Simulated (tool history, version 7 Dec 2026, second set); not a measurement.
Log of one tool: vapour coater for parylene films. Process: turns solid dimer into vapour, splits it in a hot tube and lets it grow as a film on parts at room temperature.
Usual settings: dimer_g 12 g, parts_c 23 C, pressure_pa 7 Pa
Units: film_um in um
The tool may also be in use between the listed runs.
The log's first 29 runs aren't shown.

run	hour	dimer_g	parts_c	pressure_pa	hours of work since the trap's valve was overhauled	hours of work since the table's thermometer was calibrated	film_um
30	393.8	5	21	7.73	199	571	0.95
31	411	14	33	7.73	214	585	1.53
32	425.1	10	28	6.04	226	597	1.41
33	434.5	8	18	4.42	233	605	1.81
34	448.6	8	18	4.42	245	617	1.78
35	464.9	6	18	2.28	259	630	1.38
36	476.3	12	30	7	269	640	1.53
37	489.4	12	30	7	280	651	1.54
38	498.2	12	30	7	287	658	1.52
39	510.2	12	30	7	297	669	1.52
40	528	12	30	7	312	684	1.48

Forecast run 41:
41	536.6	6	23	7	319	691	?

film_um: 1.02 um
Without the tool's hidden state the same run would have given film_um 1.08 um.
